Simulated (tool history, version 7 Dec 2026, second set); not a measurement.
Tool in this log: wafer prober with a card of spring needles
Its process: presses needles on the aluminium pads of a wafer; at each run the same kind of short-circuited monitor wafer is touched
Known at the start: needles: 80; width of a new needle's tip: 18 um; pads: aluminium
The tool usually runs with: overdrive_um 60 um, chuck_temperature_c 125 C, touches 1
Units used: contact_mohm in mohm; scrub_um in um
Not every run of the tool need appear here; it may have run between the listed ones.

{"run": 1, "hour": 0.0, "overdrive_um": 60, "chuck_temperature_c": 125, "touches": 1, "contact_mohm": 343, "scrub_um": 15.36}
{"hour": 15.7, "done": "tips cleaned on abrasive film"}
{"hour": 35.3, "done": "tips cleaned on abrasive film"}
{"hour": 54.9, "done": "tips cleaned on abrasive film"}
{"hour": 70.7, "done": "tips cleaned on abrasive film"}
{"hour": 90.3, "done": "tips cleaned on abrasive film"}
{"run": 2, "hour": 93.1, "overdrive_um": 60, "chuck_temperature_c": 125, "touches": 1, "contact_mohm": 354, "scrub_um": 15.16}
{"hour": 108.8, "done": "tips cleaned on abrasive film"}
{"hour": 128.4, "done": "tips cleaned on abrasive film"}
{"hour": 144.1, "done": "tips cleaned on abrasive film"}
{"hour": 163.7, "done": "tips cleaned on abrasive film"}
{"hour": 183.3, "done": "tips cleaned on abrasive film"}
{"run": 3, "hour": 194.7, "overdrive_um": 60, "chuck_temperature_c": 125, "touches": 2, "contact_mohm": 375, "scrub_um": 15.08}
{"hour": 202.6, "done": "tips cleaned on abrasive film"}
{"hour": 222.2, "done": "tips cleaned on abrasive film"}
{"hour": 237.9, "done": "tips cleaned on abrasive film"}
{"run": 4, "hour": 246.4, "overdrive_um": 60, "chuck_temperature_c": 125, "touches": 2, "contact_mohm": 375, "scrub_um": 15.03}
{"hour": 254.3, "done": "tips cleaned on abrasive film"}
{"hour": 273.9, "done": "tips cleaned on abrasive film"}
{"hour": 293.5, "done": "tips cleaned on abrasive film"}
{"hour": 309.2, "done": "tips cleaned on abrasive film"}
{"run": 5, "hour": 311.3, "overdrive_um": 60, "chuck_temperature_c": 46, "touches": 2, "contact_mohm": 267, "scrub_um": 14.87}
{"hour": 327.0, "done": "tips cleaned on abrasive film"}
{"hour": 346.7, "done": "tips cleaned on abrasive film"}
{"hour": 366.3, "done": "tips cleaned on abrasive film"}
{"hour": 385.9, "done": "tips cleaned on abrasive film"}
{"hour": 405.5, "done": "tips cleaned on abrasive film"}
{"run": 6, "hour": 407.4, "overdrive_um": 60, "chuck_temperature_c": 125, "touches": 1, "contact_mohm": 332, "scrub_um": 14.71}
{"hour": 423.1, "done": "tips cleaned on abrasive film"}
{"hour": 442.7, "done": "tips cleaned on abrasive film"}
{"run": 7, "hour": 448.9, "overdrive_um": 60, "chuck_temperature_c": 125, "touches": 1, "contact_mohm": 454, "scrub_um": 14.72}
{"hour": 460.7, "done": "tips cleaned on abrasive film"}
{"hour": 480.4, "done": "tips cleaned on abrasive film"}
{"hour": 496.3, "done": "height of the first contact set anew"}
{"hour": 500.3, "done": "tips cleaned on abrasive film"}
{"run": 8, "hour": 500.5, "overdrive_um": 60, "chuck_temperature_c": 35, "touches": 1, "contact_mohm": 232, "scrub_um": 15.46}
{"hour": 516.2, "done": "tips cleaned on abrasive film"}
{"hour": 532.0, "done": "tips cleaned on abrasive film"}
{"run": 9, "hour": 542.8, "overdrive_um": 60, "chuck_temperature_c": 125, "touches": 1, "contact_mohm": 498, "scrub_um": 15.36}
{"hour": 550.7, "done": "tips cleaned on abrasive film"}
{"hour": 566.4, "done": "tips cleaned on abrasive film"}
{"hour": 586.0, "done": "tips cleaned on abrasive film"}
{"run": 10, "hour": 589.6, "overdrive_um": 60, "chuck_temperature_c": 34, "touches": 1, "contact_mohm": 443, "scrub_um": 15.23}
{"hour": 605.3, "done": "tips cleaned on abrasive film"}
{"hour": 621.0, "done": "tips cleaned on abrasive film"}
{"hour": 640.7, "done": "tips cleaned on abrasive film"}
{"hour": 660.3, "done": "tips cleaned on abrasive film"}
{"hour": 676.0, "done": "tips cleaned on abrasive film"}
{"run": 11, "hour": 679.4, "overdrive_um": 60, "chuck_temperature_c": 34, "touches": 1, "contact_mohm": 424, "scrub_um": 15.07}
{"hour": 695.1, "done": "tips cleaned on abrasive film"}
{"hour": 710.8, "done": "tips cleaned on abrasive film"}
{"hour": 730.4, "done": "tips cleaned on abrasive film"}
{"hour": 746.1, "done": "tips cleaned on abrasive film"}
{"hour": 761.8, "done": "tips cleaned on abrasive film"}
{"run": 12, "hour": 771.8, "overdrive_um": 60, "chuck_temperature_c": 31, "touches": 1, "contact_mohm": 555, "scrub_um": 15.09}
{"hour": 779.7, "done": "tips cleaned on abrasive film"}
{"hour": 799.3, "done": "tips cleaned on abrasive film"}
{"hour": 818.9, "done": "tips cleaned on abrasive film"}
{"run": 13, "hour": 824.1, "overdrive_um": 60, "chuck_temperature_c": 125, "touches": 1, "contact_mohm": 466, "scrub_um": 14.97}
{"hour": 835.9, "done": "tips cleaned on abrasive film"}
{"hour": 855.6, "done": "tips cleaned on abrasive film"}
{"run": 14, "hour": 869.6, "overdrive_um": 60, "chuck_temperature_c": 125, "touches": 2, "contact_mohm": 418, "scrub_um": 14.91}
{"hour": 873.6, "done": "tips cleaned on abrasive film"}
{"hour": 893.2, "done": "tips cleaned on abrasive film"}
{"hour": 912.8, "done": "tips cleaned on abrasive film"}
{"hour": 932.4, "done": "tips cleaned on abrasive film"}
{"hour": 952.0, "done": "tips cleaned on abrasive film"}
{"run": 15, "hour": 962.3, "overdrive_um": 58, "chuck_temperature_c": 88, "touches": 1, "contact_mohm": 571, "scrub_um": 14.3}
{"hour": 970.2, "done": "tips cleaned on abrasive film"}
{"hour": 989.8, "done": "tips cleaned on abrasive film"}
{"hour": 1009.4, "done": "tips cleaned on abrasive film"}
{"run": 16, "hour": 1022.1, "overdrive_um": 58, "chuck_temperature_c": 88, "touches": 1, "contact_mohm": 611, "scrub_um": 14.23}
{"hour": 1026.1, "done": "tips cleaned on abrasive film"}
{"hour": 1041.8, "done": "tips cleaned on abrasive film"}
{"hour": 1053.8, "done": "card fitted with new needles"}
{"hour": 1069.5, "done": "tips cleaned on abrasive film"}
{"hour": 1089.1, "done": "tips cleaned on abrasive film"}
{"hour": 1104.8, "done": "tips cleaned on abrasive film"}
{"run": 17, "hour": 1118.0, "overdrive_um": 42, "chuck_temperature_c": 39, "touches": 1, "contact_mohm": 599, "scrub_um": 10.62}
{"hour": 1122.0, "done": "tips cleaned on abrasive film"}
{"hour": 1141.6, "done": "tips cleaned on abrasive film"}
{"hour": 1161.2, "done": "tips cleaned on abrasive film"}
{"hour": 1176.9, "done": "tips cleaned on abrasive film"}
{"hour": 1196.6, "done": "tips cleaned on abrasive film"}
{"run": 18, "hour": 1201.8, "overdrive_um": 45, "chuck_temperature_c": 57, "touches": 2, "contact_mohm": 332, "scrub_um": 11.38}
{"hour": 1213.6, "done": "tips cleaned on abrasive film"}
{"hour": 1229.3, "done": "tips cleaned on abrasive film"}
{"hour": 1247.2, "done": "tips cleaned on abrasive film"}
{"run": 19, "hour": 1247.2, "overdrive_um": 65, "chuck_temperature_c": 107, "touches": 3, "contact_mohm": 184, "scrub_um": 16.41}
{"hour": 1262.9, "done": "tips cleaned on abrasive film"}
{"hour": 1282.5, "done": "tips cleaned on abrasive film"}
{"run": 20, "hour": 1293.5, "overdrive_um": 55, "chuck_temperature_c": 38, "touches": 2, "contact_mohm": 329, "scrub_um": 13.86}
{"hour": 1301.4, "done": "tips cleaned on abrasive film"}
{"hour": 1317.1, "done": "tips cleaned on abrasive film"}
{"hour": 1336.7, "done": "tips cleaned on abrasive film"}
{"run": 21, "hour": 1345.4, "overdrive_um": 55, "chuck_temperature_c": 38, "touches": 2, "contact_mohm": 322, "scrub_um": 13.8}
{"hour": 1353.3, "done": "tips cleaned on abrasive film"}
{"hour": 1372.9, "done": "tips cleaned on abrasive film"}
{"hour": 1392.5, "done": "tips cleaned on abrasive film"}
{"hour": 1408.2, "done": "tips cleaned on abrasive film"}
{"hour": 1425.1, "done": "tips cleaned on abrasive film"}
{"run": 22, "hour": 1425.1, "overdrive_um": 61, "chuck_temperature_c": 116, "touches": 1, "contact_mohm": 204, "scrub_um": 15.24}
{"hour": 1440.8, "done": "tips cleaned on abrasive film"}
{"hour": 1460.4, "done": "tips cleaned on abrasive film"}
{"hour": 1480.0, "done": "tips cleaned on abrasive film"}
{"hour": 1499.7, "done": "tips cleaned on abrasive film"}
{"hour": 1515.4, "done": "tips cleaned on abrasive film"}
{"run": 23, "hour": 1521.0, "overdrive_um": 45, "chuck_temperature_c": 116, "touches": 3, "contact_mohm": 301, "scrub_um": 10.98}
{"hour": 1532.9, "done": "tips cleaned on abrasive film"}
{"hour": 1552.5, "done": "tips cleaned on abrasive film"}
{"hour": 1572.1, "done": "tips cleaned on abrasive film"}
{"hour": 1587.8, "done": "tips cleaned on abrasive film"}
{"run": 24, "hour": 1600.0, "overdrive_um": 45, "chuck_temperature_c": 116, "touches": 3, "contact_mohm": 343, "scrub_um": 10.81}
{"hour": 1604.0, "done": "tips cleaned on abrasive film"}
{"hour": 1619.7, "done": "tips cleaned on abrasive film"}
{"hour": 1635.6, "done": "height of the first contact set anew"}
{"hour": 1639.6, "done": "tips cleaned on abrasive film"}
{"run": 25, "hour": 1643.0, "overdrive_um": 63, "chuck_temperature_c": 112, "touches": 2, "contact_mohm": 260, "scrub_um": 16.04}
{"hour": 1658.8, "done": "tips cleaned on abrasive film"}
{"hour": 1678.4, "done": "tips cleaned on abrasive film"}
{"hour": 1694.1, "done": "tips cleaned on abrasive film"}
{"run": 26, "hour": 1697.4, "overdrive_um": 40, "chuck_temperature_c": 82, "touches": 1, "contact_mohm": 500, "scrub_um": 10.19}
{"hour": 1713.1, "done": "tips cleaned on abrasive film"}
{"hour": 1732.7, "done": "tips cleaned on abrasive film"}
{"hour": 1752.3, "done": "tips cleaned on abrasive film"}
{"hour": 1771.9, "done": "tips cleaned on abrasive film"}
{"hour": 1787.6, "done": "tips cleaned on abrasive film"}
{"run": 27, "hour": 1800.1, "overdrive_um": 60, "chuck_temperature_c": 63, "touches": 1, "contact_mohm": 419, "scrub_um": 15.21}

Consider 3 possible next runs. They are alternatives, not a sequence: every one starts from the tool as it was left by run 27. What does each give?
{"hour": 1804.1, "done": "tips cleaned on abrasive film"}
{"hour": 1819.8, "done": "tips cleaned on abrasive film"}
{"hour": 1839.4, "done": "tips cleaned on abrasive film"}
{"hour": 1859.0, "done": "tips cleaned on abrasive film"}
{"hour": 1878.6, "done": "tips cleaned on abrasive film"}
{"hour": 1895.0, "done": "tips cleaned on abrasive film"}
{"run": "A", "hour": 1895.0, "overdrive_um": 49, "chuck_temperature_c": 27, "touches": 2, "contact_mohm": "?", "scrub_um": "?"}
{"hour": 1804.1, "done": "tips cleaned on abrasive film"}
{"hour": 1819.8, "done": "tips cleaned on abrasive film"}
{"hour": 1839.4, "done": "tips cleaned on abrasive film"}
{"hour": 1859.0, "done": "tips cleaned on abrasive film"}
{"hour": 1878.6, "done": "tips cleaned on abrasive film"}
{"hour": 1895.0, "done": "tips cleaned on abrasive film"}
{"run": "B", "hour": 1895.0, "overdrive_um": 56, "chuck_temperature_c": 97, "touches": 2, "contact_mohm": "?", "scrub_um": "?"}
{"hour": 1804.1, "done": "tips cleaned on abrasive film"}
{"hour": 1819.8, "done": "tips cleaned on abrasive film"}
{"hour": 1839.4, "done": "tips cleaned on abrasive film"}
{"hour": 1859.0, "done": "tips cleaned on abrasive film"}
{"hour": 1878.6, "done": "tips cleaned on abrasive film"}
{"hour": 1895.0, "done": "tips cleaned on abrasive film"}
{"run": "C", "hour": 1895.0, "overdrive_um": 60, "chuck_temperature_c": 113, "touches": 1, "contact_mohm": "?", "scrub_um": "?"}

run=A contact_mohm=202 scrub_um=12.22
run=B contact_mohm=207 scrub_um=14.01
run=C contact_mohm=215 scrub_um=15.13
Stripped of hidden state, with their random variation kept, the same runs would have yielded:
run=A contact_mohm=170 scrub_um=12.59
run=B contact_mohm=184 scrub_um=14.38
run=C contact_mohm=184 scrub_um=15.5
